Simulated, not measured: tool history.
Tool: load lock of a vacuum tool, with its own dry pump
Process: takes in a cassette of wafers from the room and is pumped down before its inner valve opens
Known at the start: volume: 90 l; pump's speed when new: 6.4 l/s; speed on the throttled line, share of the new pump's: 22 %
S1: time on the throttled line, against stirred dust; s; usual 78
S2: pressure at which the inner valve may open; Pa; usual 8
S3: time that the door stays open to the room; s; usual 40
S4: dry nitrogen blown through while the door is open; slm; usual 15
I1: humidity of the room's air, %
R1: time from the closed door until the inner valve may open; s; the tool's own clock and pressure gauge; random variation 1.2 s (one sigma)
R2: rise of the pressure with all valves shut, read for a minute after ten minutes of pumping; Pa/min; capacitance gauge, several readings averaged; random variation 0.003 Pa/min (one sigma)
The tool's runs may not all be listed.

{"run": 1, "day": 0.0, "S1": 78, "S2": 8, "S3": 40, "S4": 15, "I1": 41.1, "R1": 198.7, "R2": 0.26}
{"run": 2, "day": 5.312, "S1": 78, "S2": 8, "S3": 40, "S4": 15, "I1": 48.1, "R1": 198.1, "R2": 0.284}
{"run": 3, "day": 8.079, "S1": 78, "S2": 8, "S3": 40, "S4": 15, "I1": 42, "R1": 196.5, "R2": 0.283}
{"run": 4, "day": 11.962, "S1": 78, "S2": 8, "S3": 40, "S4": 15, "I1": 44.1, "R1": 200.2, "R2": 0.289}
{"run": 5, "day": 16.433, "S1": 78, "S2": 8, "S3": 40, "S4": 15, "I1": 43.6, "R1": 198.2, "R2": 0.294}
{"run": 6, "day": 20.225, "S1": 135, "S2": 8, "S3": 40, "S4": 15, "I1": 43.4, "R1": 242, "R2": 0.307}
{"run": 7, "day": 24.921, "S1": 135, "S2": 8, "S3": 40, "S4": 15, "I1": 44.6, "R1": 243.2, "R2": 0.307}
{"run": 8, "day": 29.317, "S1": 135, "S2": 8, "S3": 40, "S4": 15, "I1": 43.9, "R1": 241.9, "R2": 0.312}
{"run": 9, "day": 32.033, "S1": 43, "S2": 6, "S3": 33, "S4": 4, "I1": 47.4, "R1": 176.5, "R2": 0.319}
{"run": 10, "day": 35.767, "S1": 78, "S2": 8, "S3": 75, "S4": 15, "I1": 44.1, "R1": 198.8, "R2": 0.327}
{"run": 11, "day": 40.558, "S1": 78, "S2": 8, "S3": 75, "S4": 15, "I1": 44.8, "R1": 198.6, "R2": 0.333}
{"run": 12, "day": 43.546, "S1": 107, "S2": 10, "S3": 40, "S4": 34, "I1": 49.3, "R1": 217.9, "R2": 0.327}
{"run": 13, "day": 46.225, "S1": 105, "S2": 8, "S3": 40, "S4": 15, "I1": 46.5, "R1": 217.7, "R2": 0.34}

Forecast each of these 5 alternatives for the next run:
{"run": "A", "day": 48.808, "S1": 108, "S2": 8, "S3": 32, "S4": 8, "I1": 43.9, "R1": "?", "R2": "?"}
{"run": "B", "day": 48.808, "S1": 126, "S2": 9, "S3": 226, "S4": 15, "I1": 44.3, "R1": "?", "R2": "?"}
{"run": "C", "day": 48.808, "S1": 79, "S2": 8, "S3": 40, "S4": 15, "I1": 41.1, "R1": "?", "R2": "?"}
{"run": "D", "day": 48.808, "S1": 134, "S2": 8, "S3": 124, "S4": 12, "I1": 44.3, "R1": "?", "R2": "?"}
{"run": "E", "day": 48.808, "S1": 105, "S2": 8, "S3": 48, "S4": 22, "I1": 44.5, "R1": "?", "R2": "?"}

run=A R1=222 R2=0.333
run=B R1=234.2 R2=0.355
run=C R1=200.2 R2=0.335
run=D R1=243.8 R2=0.354
run=E R1=219.1 R2=0.329
Without the tool's hidden state the same runs would have given:
run=A R1=217.8 R2=0.011
run=B R1=230.1 R2=0.028
run=C R1=195.7 R2=0.009
run=D R1=239.7 R2=0.025
run=E R1=214.8 R2=0.011

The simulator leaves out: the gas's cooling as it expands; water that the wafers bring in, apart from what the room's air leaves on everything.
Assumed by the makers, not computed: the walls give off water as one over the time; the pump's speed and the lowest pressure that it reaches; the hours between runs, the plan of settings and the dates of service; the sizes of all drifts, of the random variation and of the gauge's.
